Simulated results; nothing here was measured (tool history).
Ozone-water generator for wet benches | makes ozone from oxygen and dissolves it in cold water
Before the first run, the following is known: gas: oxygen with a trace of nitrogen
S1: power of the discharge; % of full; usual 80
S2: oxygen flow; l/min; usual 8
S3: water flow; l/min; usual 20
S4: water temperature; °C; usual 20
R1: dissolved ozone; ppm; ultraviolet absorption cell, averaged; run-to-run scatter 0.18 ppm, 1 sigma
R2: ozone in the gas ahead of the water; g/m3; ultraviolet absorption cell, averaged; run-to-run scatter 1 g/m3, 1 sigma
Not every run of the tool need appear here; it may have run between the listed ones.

run    hour  S1     S2  S3  S4    R1     R2
  1       0  80      8  20  20  24.2  171.8
  2    46.1  80      8  20  19  24.8  170.5
  3    94.2  80      8  20  22  23.2  170.2
  4     134  80      8  20  22  23.5  169.1
  5   169.3  80      8  20  22  23.3  171.4
  6     205  47      8  20  22  16.7  123.1
  7   269.3  47      8  20  22  16.6  121.5
  8   311.3  47      8  20  22  16.6  122.9
  9   346.4  47      8  20  22  16.7  121.9
 10   393.4  47      8  20  22  16.6  122.4
 11   449.6  90      8  20  22  24.9  185.3
 12   507.3  90      8  20  22    25    185
      514.3  -- contactor cleaned
 13   558.2  90      8  20  12  29.2  183.3
 14   608.5  90      8  20  12  29.4  183.6
 15   642.7  90      8  20  12  29.2    183
 16   680.5  45      8  20  20  16.4  119.1
 17   714.2  80  12.39  20  20  20.3    124
 18   780.8  80  12.39  20  20  20.2  126.1
 19   835.5  80  12.39  20  20  20.5  124.4
      876.3  -- contactor cleaned, once more
 20   876.3  80      8  20  15  26.7  168.4
 21   940.6  80  10.38  20  20  22.6  141.8
 22   999.3  75   4.79  32  22  16.1  231.8
 23  1036.4  75   4.79  32  22  16.4  230.8
 24  1100.2  75   4.79  32  22  16.5  229.9
 25  1128.1  75   4.79  32  22  16.1  229.9
 26    1162  75    9.8  32  19  15.9  140.4
 27  1222.7  59   4.67  25  20  18.3    203
 28  1286.5  83   7.23  16  13  33.4  185.4
 29  1335.3  44   7.34  16  13  22.7  121.5
 30  1384.1  80  13.92  20  26  17.9  115.3
 31  1444.3  80   4.21  23  20    24  263.2
 32  1504.3  91  13.13  21  14  24.9  131.2
 33  1570.2  79   9.66  20  20  23.1  144.9
 34  1612.2  80   5.75  20  13  29.5  209.9

Alternative continuations, all from the tool just after run 34; predict every row:
  A  1662.7  80  8.35  13  13   ?   ?
  B  1662.7  64  5.75  21  13   ?   ?
  C  1662.7  94  5.75  20  13   ?   ?

run    R1     R2
  A  35.6  162.8
  B  24.2  185.9
  C  32.4  233.8
What these runs would have given with no unlogged condition in the tool:
run    R1     R2
  A  37.7  171.8
  B  25.4  194.8
  C  34.5  247.9
